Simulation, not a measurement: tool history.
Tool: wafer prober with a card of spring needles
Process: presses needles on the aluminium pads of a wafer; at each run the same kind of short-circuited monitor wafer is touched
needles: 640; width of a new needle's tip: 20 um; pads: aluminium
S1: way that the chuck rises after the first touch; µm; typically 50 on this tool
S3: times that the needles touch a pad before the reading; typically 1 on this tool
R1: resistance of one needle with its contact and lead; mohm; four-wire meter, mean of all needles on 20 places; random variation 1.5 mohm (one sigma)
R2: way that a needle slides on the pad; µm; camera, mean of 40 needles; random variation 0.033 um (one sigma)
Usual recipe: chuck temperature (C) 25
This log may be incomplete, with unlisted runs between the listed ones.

{"run": 1, "hour": 0.0, "S1": 50, "chuck temperature (C)": 25, "S3": 1, "R1": 309, "R2": 8.35}
{"hour": 5.3, "done": "tips cleaned on abrasive film"}
{"hour": 21.3, "done": "tips cleaned on abrasive film"}
{"run": 2, "hour": 29.0, "S1": 37, "chuck temperature (C)": 25, "S3": 1, "R1": 452, "R2": 6.06}
{"hour": 37.8, "done": "tips cleaned on abrasive film"}
{"hour": 51.9, "done": "tips cleaned on abrasive film"}
{"run": 3, "hour": 63.1, "S1": 37, "chuck temperature (C)": 25, "S3": 1, "R1": 490, "R2": 5.94}
{"hour": 66.5, "done": "tips cleaned on abrasive film"}
{"hour": 79.9, "done": "tips cleaned on abrasive film"}
{"hour": 92.3, "done": "height of the first contact set anew"}
{"hour": 95.7, "done": "tips cleaned on abrasive film"}
{"run": 4, "hour": 100.7, "S1": 37, "chuck temperature (C)": 25, "S3": 1, "R1": 384, "R2": 6.33}
{"hour": 110.3, "done": "tips cleaned on abrasive film"}
{"run": 5, "hour": 122.3, "S1": 50, "chuck temperature (C)": 25, "S3": 2, "R1": 253, "R2": 8.59}
{"hour": 125.7, "done": "tips cleaned on abrasive film"}
{"hour": 139.7, "done": "tips cleaned on abrasive film"}
{"run": 6, "hour": 144.6, "S1": 50, "chuck temperature (C)": 25, "S3": 2, "R1": 234, "R2": 8.56}
{"hour": 155.6, "done": "tips cleaned on abrasive film"}
{"hour": 169.7, "done": "tips cleaned on abrasive film"}
{"hour": 183.1, "done": "tips cleaned on abrasive film"}
{"run": 7, "hour": 188.8, "S1": 50, "chuck temperature (C)": 25, "S3": 2, "R1": 232, "R2": 8.54}
{"hour": 197.8, "done": "tips cleaned on abrasive film"}
{"hour": 212.4, "done": "tips cleaned on abrasive film"}
{"run": 8, "hour": 213.1, "S1": 50, "chuck temperature (C)": 25, "S3": 2, "R1": 170, "R2": 8.46}
{"hour": 225.0, "done": "tips cleaned on abrasive film, once more"}
{"hour": 238.6, "done": "tips cleaned on abrasive film"}
{"hour": 253.6, "done": "tips cleaned on abrasive film"}
{"run": 9, "hour": 253.6, "S1": 50, "chuck temperature (C)": 25, "S3": 2, "R1": 153, "R2": 8.47}
{"hour": 268.4, "done": "tips cleaned on abrasive film"}
{"hour": 284.1, "done": "tips cleaned on abrasive film"}
{"run": 10, "hour": 291.0, "S1": 50, "chuck temperature (C)": 38, "S3": 2, "R1": 242, "R2": 8.43}
{"hour": 298.3, "done": "tips cleaned on abrasive film"}
{"hour": 313.5, "done": "tips cleaned on abrasive film"}
{"hour": 327.2, "done": "tips cleaned on abrasive film"}
{"run": 11, "hour": 327.2, "S1": 61, "chuck temperature (C)": 25, "S3": 1, "R1": 154, "R2": 10.21}
{"hour": 343.4, "done": "tips cleaned on abrasive film"}
{"hour": 357.6, "done": "tips cleaned on abrasive film"}
{"run": 12, "hour": 357.6, "S1": 61, "chuck temperature (C)": 25, "S3": 1, "R1": 156, "R2": 10.2}
{"hour": 372.3, "done": "tips cleaned on abrasive film"}
{"run": 13, "hour": 380.4, "S1": 61, "chuck temperature (C)": 25, "S3": 2, "R1": 215, "R2": 10.15}
{"hour": 386.2, "done": "tips cleaned on abrasive film"}
{"hour": 399.8, "done": "tips cleaned on abrasive film"}
{"run": 14, "hour": 404.1, "S1": 51, "chuck temperature (C)": 25, "S3": 3, "R1": 193, "R2": 8.47}
{"hour": 413.1, "done": "height of the first contact set anew"}
{"hour": 415.8, "done": "tips cleaned on abrasive film"}
{"hour": 430.6, "done": "tips cleaned on abrasive film"}
{"run": 15, "hour": 443.2, "S1": 67, "chuck temperature (C)": 37, "S3": 2, "R1": 207, "R2": 11.55}
{"hour": 445.8, "done": "tips cleaned on abrasive film"}
{"hour": 459.4, "done": "tips cleaned on abrasive film"}
{"run": 16, "hour": 469.3, "S1": 34, "chuck temperature (C)": 46, "S3": 1, "R1": 522, "R2": 5.76}
{"hour": 474.7, "done": "tips cleaned on abrasive film"}
{"hour": 489.0, "done": "tips cleaned on abrasive film"}
{"hour": 505.6, "done": "tips cleaned on abrasive film"}
{"run": 17, "hour": 513.4, "S1": 34, "chuck temperature (C)": 46, "S3": 1, "R1": 494, "R2": 5.7}
{"hour": 519.1, "done": "tips cleaned on abrasive film"}
{"hour": 534.4, "done": "tips cleaned on abrasive film"}
{"run": 18, "hour": 544.2, "S1": 67, "chuck temperature (C)": 46, "S3": 1, "R1": 249, "R2": 11.36}

Run 19, settings as shown, results not yet in. Your forecast:
{"hour": 550.0, "done": "tips cleaned on abrasive film"}
{"hour": 565.2, "done": "tips cleaned on abrasive film"}
{"hour": 580.4, "done": "tips cleaned on abrasive film"}
{"run": 19, "hour": 580.5, "S1": 65, "chuck temperature (C)": 36, "S3": 3, "R1": "?", "R2": "?"}

R1: 147 mohm
R2: 11 µm
Minus the tool's unlogged condition, the same run would have read R1 142 mohm, R2 11.17 µm.
